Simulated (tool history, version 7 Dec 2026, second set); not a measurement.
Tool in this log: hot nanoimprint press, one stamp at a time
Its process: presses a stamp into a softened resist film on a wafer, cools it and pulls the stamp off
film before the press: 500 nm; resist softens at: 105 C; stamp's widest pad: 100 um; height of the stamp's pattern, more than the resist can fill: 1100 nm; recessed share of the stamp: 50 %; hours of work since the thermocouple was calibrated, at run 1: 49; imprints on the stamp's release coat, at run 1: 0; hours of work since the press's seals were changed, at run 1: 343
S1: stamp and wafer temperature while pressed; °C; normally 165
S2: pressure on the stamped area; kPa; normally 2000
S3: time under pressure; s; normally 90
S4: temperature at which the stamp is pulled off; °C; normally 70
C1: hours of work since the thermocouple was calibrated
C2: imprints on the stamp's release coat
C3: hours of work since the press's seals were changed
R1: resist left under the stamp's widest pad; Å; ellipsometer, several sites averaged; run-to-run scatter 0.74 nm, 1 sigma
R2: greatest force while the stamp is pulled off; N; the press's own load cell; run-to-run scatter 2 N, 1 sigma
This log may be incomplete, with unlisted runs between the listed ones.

run   hour   S1    S2   S3  S4   C1   C2   C3    R1   R2
  1    0.0  165  2000   90  70   49    0  343  2084  197
  2   17.5  165  2000  144  70   58   41  352  1758  198
  3   31.7  165  2000   90  70   66   75  359  2079  198
  4   50.9  165  2000   54  70   76  121  369  2438  197
  5   71.1  165  1430   90  70   86  168  380  2483  198
  6   84.9  165  2000   90  78   93  201  387  2060  175
  7   97.0  165  2000   90  78  100  230  393  2070  175
  8  109.3  165  2000   90  78  106  259  400  2065  175
  9  125.3  165  2000   90  78  114  297  408  2058  178
 10  140.4  165  2000   90  56  122  333  416  2065  235
 11  152.4  165  2000   90  56  128  361  422  2057  240
 12  169.1  165  2000   90  56  137  401  431  2064  236
 13  187.4  165  1980  130  59  147  444  440  1818  229
 14  209.6  171  3150  130  58  158  497  452  1127  231
 15  223.3  165  1990   90  70  165  529  459  2056  198

Below are 5 alternative next runs, each starting from the tool's condition after run 15. Predict each:
  A  235.4  165  2120  174  70  171  558  465   ?   ?
  B  235.4  170  1990   90  70  171  558  465   ?   ?
  C  235.4  165  2090   80  76  171  558  465   ?   ?
  D  235.4  173  2280   90  70  171  558  465   ?   ?
  E  235.4  164  1470   90  61  171  558  465   ?   ?

run    R1   R2
  A  1565  200
  B  1750  197
  C  2077  180
  D  1476  197
  E  2513  222
Stripped of hidden state, with their random variation kept, the same runs would have yielded:
run    R1   R2
  A  1586  199
  B  1774  196
  C  2105  179
  D  1495  197
  E  2547  221
